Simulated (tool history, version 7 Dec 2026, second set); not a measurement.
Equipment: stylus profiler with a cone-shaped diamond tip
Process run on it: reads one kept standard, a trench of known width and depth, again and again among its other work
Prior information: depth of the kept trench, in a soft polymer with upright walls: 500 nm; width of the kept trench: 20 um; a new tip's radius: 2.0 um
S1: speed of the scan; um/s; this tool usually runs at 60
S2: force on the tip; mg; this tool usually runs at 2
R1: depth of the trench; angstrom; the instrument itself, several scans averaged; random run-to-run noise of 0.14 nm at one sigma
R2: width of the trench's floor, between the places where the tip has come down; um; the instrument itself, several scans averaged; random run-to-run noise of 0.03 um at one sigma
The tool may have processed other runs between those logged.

| run | hour | S1 | S2 | R1 | R2 |
|---|---|---|---|---|---|
| 1 | 0 | 60 | 2 | 5049.8 | 16.49 |
| 2 | 113 | 60 | 2 | 5046.6 | 16.54 |
| 3 | 185.5 | 26 | 2 | 5049.7 | 16.66 |
| 4 | 290.7 | 26 | 2 | 5052.3 | 16.59 |
| 5 | 371.5 | 26 | 2 | 5053.3 | 16.59 |
| 6 | 477.5 | 60 | 2 | 5053.8 | 16.46 |
| 7 | 546.1 | 60 | 2 | 5052.7 | 16.35 |
| 8 | 667.1 | 60 | 0.88 | 5044.7 | 16.23 |
| 9 | 722 | 60 | 0.88 | 5042.7 | 16.22 |
| 10 | 781.4 | 60 | 2 | 5055.5 | 16.4 |
| 11 | 834.5 | 60 | 2 | 5053.8 | 16.34 |
| 12 | 903.3 | 60 | 2 | 5054.5 | 16.32 |
| 13 | 963.7 | 60 | 3.81 | 5070.1 | 16.37 |
| 14 | 1065.3 | 69 | 2 | 5058.8 | 16.3 |
| 15 | 1136.8 | 69 | 2 | 5058 | 16.25 |
| 16 | 1225.5 | 69 | 2 | 5058.5 | 16.21 |
|  | 1237.5 | new tip fitted, height scale calibrated |
| 17 | 1327.3 | 189 | 1.92 | 5026.9 | 16.42 |
| 18 | 1392.7 | 37 | 1.17 | 5017.6 | 17.1 |
| 19 | 1474.9 | 33 | 3.02 | 5035.9 | 17.27 |
| 20 | 1598.6 | 33 | 3.02 | 5038.3 | 17.21 |
| 21 | 1653.4 | 33 | 3.02 | 5038 | 17.14 |
| 22 | 1778 | 225 | 5.99 | 5059.8 | 16.63 |
| 23 | 1873.1 | 26 | 1.12 | 5021.7 | 17.05 |
| 24 | 1941.8 | 21 | 3.82 | 5045 | 17.19 |
| 25 | 2021.4 | 21 | 3.82 | 5047.5 | 17.12 |
| 26 | 2074.3 | 158 | 0.97 | 5023.6 | 16.06 |
| 27 | 2136.4 | 158 | 0.97 | 5026.2 | 16.04 |
| 28 | 2222.1 | 47 | 3.51 | 5044.3 | 17 |

Each row is a separate what-if for the run after 28, all from the same tool condition, not one after another. Results?
| A | 2322.9 | 21 | 2 | ? | ? |
| B | 2322.9 | 171 | 2.24 | ? | ? |
| C | 2322.9 | 21 | 2 | ? | ? |
| D | 2322.9 | 24 | 2 | ? | ? |

| run | R1 | R2 |
|---|---|---|
| A | 5034.2 | 16.96 |
| B | 5035.8 | 16.36 |
| C | 5031.9 | 17.07 |
| D | 5034.3 | 17.08 |
Without the tool's hidden state the same runs would have given:
| run | R1 | R2 |
|---|---|---|
| A | 5026.3 | 17.16 |
| B | 5027.9 | 16.57 |
| C | 5024.1 | 17.28 |
| D | 5026.5 | 17.29 |
